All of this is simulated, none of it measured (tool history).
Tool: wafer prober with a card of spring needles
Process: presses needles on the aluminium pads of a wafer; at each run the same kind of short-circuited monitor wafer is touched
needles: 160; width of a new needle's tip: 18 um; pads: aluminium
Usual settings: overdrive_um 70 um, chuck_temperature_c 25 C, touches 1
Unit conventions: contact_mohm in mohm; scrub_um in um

run   hour  overdrive_um  chuck_temperature_c  touches  contact_mohm  scrub_um
  1      0            70                   25        1           221     17.29
       3.1  -- tips cleaned on abrasive film
  2   17.8            70                   25        1           219     17.34
      24.1  -- tips cleaned on abrasive film
  3   28.4            70                   25        1           217     17.33
      44.2  -- tips cleaned on abrasive film
  4   44.9            70                   33        1           223     17.31
      64.5  -- tips cleaned on abrasive film
  5   65.8            70                   33        1           222     17.33
  6   75.7            70                   25        2           220     17.36
      84.1  -- tips cleaned on abrasive film
  7   91.4            70                   25        1           222     17.37
     104.9  -- tips cleaned on abrasive film
  8  106.4            70                  123        1           245     17.35
     124.8  -- tips cleaned on abrasive film
  9  127.4            70                  123        1           244     17.38
     145.2  -- tips cleaned on abrasive film
 10  147.5            70                   25        1           221     17.38
     161.1  -- height of the first contact set anew
     165.8  -- tips cleaned on abrasive film
 11  168.2            70                   25        1           217     17.41
 12  179.9            84                   70        1           232     20.91
     186.4  -- tips cleaned on abrasive film
 13  199.8            84                   52        2           224     20.97
     206.8  -- tips cleaned on abrasive film
 14  210.6            74                   73        1           230     18.44
     227.4  -- tips cleaned on abrasive film
 15  229.9            74                   73        1           232     18.42
 16  244.1            76                   30        3           224     18.99
     247.9  -- tips cleaned on abrasive film
 17  265.1            76                   30        3           217     18.96
     267.8  -- tips cleaned on abrasive film
 18  273.9            73                   27        1           220     18.28
     287.9  -- tips cleaned on abrasive film
 19  290.1            70                   25        1           219      17.5
 20  301.4            70                   25        1           222     17.49
     307.6  -- tips cleaned on abrasive film
 21  313.8            70                   81        1           232     17.51

For some of the steps in scrub_um from one run to the next: how much would appear even if the tool had no hidden state, given the settings, what came in and random variation, and how much remains for the hidden state plus any gauge scatter that the measured result and the result without hidden state don't share?
Hidden state present: debris on the tips, nm; way that the needles fall short of the set height, um; tips' diameter, um; drift of the gauge itself on contact_mohm, %; drift of the gauge itself on scrub_um, %.
Run 10 -> 11: height of the first contact set anew, tips cleaned on abrasive film. scrub_um +0.03 um: hidden state +0.02, all else +0.01.
Run 11 -> 12: overdrive_um 70 -> 84, chuck_temperature_c 25 -> 70. scrub_um +3.5 um: hidden state +0.03, all else +3.47.
Run 13 -> 14: overdrive_um 84 -> 74, chuck_temperature_c 52 -> 73, touches 2 -> 1, tips cleaned on abrasive film. scrub_um -2.53 um: hidden state -0.02, all else -2.51.
